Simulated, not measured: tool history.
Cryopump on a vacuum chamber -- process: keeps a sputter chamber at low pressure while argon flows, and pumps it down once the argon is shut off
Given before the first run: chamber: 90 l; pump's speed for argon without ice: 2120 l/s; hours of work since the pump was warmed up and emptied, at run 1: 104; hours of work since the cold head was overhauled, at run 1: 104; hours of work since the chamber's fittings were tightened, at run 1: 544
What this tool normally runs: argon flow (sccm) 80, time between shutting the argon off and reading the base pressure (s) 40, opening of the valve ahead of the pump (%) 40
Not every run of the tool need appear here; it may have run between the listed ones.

run,hour,argon flow (sccm),time between shutting the argon off and reading the base pressure (s),opening of the valve ahead of the pump (%),hours of work since the pump was warmed up and emptied,hours of work since the cold head was overhauled,hours of work since the chamber's fittings were tightened,pressure while argon flows (Pa),pressure after the wait (uPa)
1,0.0,80,40,40,104,104,544,0.1609,1.38
2,27.7,80,40,40,122,122,562,0.1622,1.40
3,46.1,80,40,40,134,134,574,0.1611,1.40
4,78.3,80,40,40,155,155,594,0.1614,1.41
5,103.0,80,40,40,171,171,610,0.1636,1.38
6,141.1,80,40,40,196,196,635,0.1644,1.42
7,161.5,80,40,40,209,209,648,0.1625,1.47
8,193.5,80,40,40,230,230,669,0.1643,1.48
9,219.6,140,40,40,247,247,686,0.2884,1.48
10,240.4,140,40,40,260,260,699,0.2868,1.48
11,267.4,140,40,40,278,278,717,0.2890,1.48
12,292.2,140,40,40,294,294,733,0.2890,1.53
13,314.7,140,40,40,308,308,747,0.2911,1.46
14,337.5,80,40,40,323,323,762,0.1647,1.52
15,355.1,80,40,40,334,334,774,0.1658,1.57
16,375.3,39,35,40,347,347,787,0.0817,1.70
17,413.9,80,40,39,372,372,812,0.1715,1.60
18,446.6,80,40,39,394,394,833,0.1713,1.58
19,468.5,105,40,39,408,408,847,0.2240,1.56
20,498.9,105,40,39,427,427,867,0.2256,1.65
21,519.0,71,57,40,440,440,880,0.1498,1.39
22,558.4,44,22,20,466,466,905,0.1780,2.44
23,574.5,123,41,20,476,476,916,0.5029,1.63
24,590.3,123,156,20,487,487,926,0.5062,0.95
25,621.6,43,160,41,507,507,946,0.0898,0.95
26,651.9,80,42,23,526,526,966,0.2871,1.71
27,691.3,42,27,23,552,552,991,0.1530,2.15
28,724.2,42,27,23,573,573,1012,0.1515,2.17

What if the next run were any one of these 5? Each begins from the tool's condition after run 28:
A,751.7,33,166,41,591,591,1030,?,?
B,751.7,42,27,55,591,591,1030,?,?
C,751.7,74,146,40,591,591,1030,?,?
D,751.7,60,48,40,591,591,1030,?,?
E,751.7,148,36,24,591,591,1030,?,?

run,pressure while argon flows (Pa),pressure after the wait (uPa)
A,0.0696,1.02
B,0.0670,2.18
C,0.1594,1.10
D,0.1291,1.57
E,0.5094,1.85
Take away the tool's hidden state, keep each run's random variation, and the runs would have read:
run,pressure while argon flows (Pa),pressure after the wait (uPa)
A,0.0644,0.35
B,0.0604,1.52
C,0.1478,0.42
D,0.1196,0.91
E,0.4864,1.18
